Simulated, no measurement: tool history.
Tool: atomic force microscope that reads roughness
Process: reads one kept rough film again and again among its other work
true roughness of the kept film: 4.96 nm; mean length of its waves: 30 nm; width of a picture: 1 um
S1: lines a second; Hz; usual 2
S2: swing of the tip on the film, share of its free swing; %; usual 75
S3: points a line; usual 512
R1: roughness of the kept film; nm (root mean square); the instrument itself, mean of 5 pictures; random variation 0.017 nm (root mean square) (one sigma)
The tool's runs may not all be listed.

run 1 hour=0 | S1=2 S2=75 S3=512 | R1=3.783
run 2 hour=6.9 | S1=2 S2=75 S3=512 | R1=3.646
run 3 hour=14.7 | S1=2 S2=75 S3=512 | R1=3.534
-- hour=17 new tip fitted
run 4 hour=21.5 | S1=2 S2=75 S3=512 | R1=3.949
run 5 hour=33.3 | S1=2 S2=75 S3=512 | R1=3.788
run 6 hour=43.8 | S1=2 S2=75 S3=512 | R1=3.593
-- hour=50 new tip fitted
run 7 hour=58.3 | S1=2 S2=75 S3=512 | R1=3.917
run 8 hour=65.3 | S1=2 S2=75 S3=512 | R1=3.807
run 9 hour=76.9 | S1=2 S2=71 S3=512 | R1=3.663
-- hour=83.9 new tip fitted
run 10 hour=86 | S1=2 S2=71 S3=512 | R1=4.069
run 11 hour=97.5 | S1=2 S2=75 S3=764 | R1=3.764
run 12 hour=108.4 | S1=2 S2=75 S3=764 | R1=3.604
-- hour=117.2 new tip fitted
run 13 hour=120.7 | S1=2 S2=75 S3=380 | R1=3.992
run 14 hour=133.8 | S1=0.56 S2=75 S3=380 | R1=3.97
-- hour=135.7 height scale calibrated on a step standard
run 15 hour=147.4 | S1=3.45 S2=59 S3=814 | R1=3.677
-- hour=151.5 new tip fitted
run 16 hour=160.3 | S1=3.45 S2=59 S3=814 | R1=4.007
run 17 hour=166.3 | S1=3.45 S2=59 S3=407 | R1=3.89
run 18 hour=177.2 | S1=0.89 S2=59 S3=501 | R1=3.901
-- hour=184.8 new tip fitted
run 19 hour=187.2 | S1=2.26 S2=72 S3=277 | R1=3.987
-- hour=194.6 height scale calibrated on a step standard, once more
run 20 hour=198.7 | S1=0.66 S2=67 S3=336 | R1=4.078
run 21 hour=207.5 | S1=3.69 S2=67 S3=674 | R1=3.642
run 22 hour=214.6 | S1=2 S2=57 S3=512 | R1=3.765
-- hour=218.9 new tip fitted
run 23 hour=223.7 | S1=2 S2=57 S3=512 | R1=4.176

4 ways to go on from here, each from the tool as it stands after run 23. What would each give?
run A hour=237.3 | S1=3.92 S2=57 S3=306 | R1=?
run B hour=237.3 | S1=1.17 S2=75 S3=644 | R1=?
run C hour=237.3 | S1=2.03 S2=75 S3=425 | R1=?
run D hour=237.3 | S1=2.87 S2=58 S3=451 | R1=?

run=A R1=3.818
run=B R1=3.845
run=C R1=3.713
run=D R1=3.853
Without the tool's hidden state the same runs would have given:
run=A R1=4.194
run=B R1=4.223
run=C R1=4.078
run=D R1=4.232
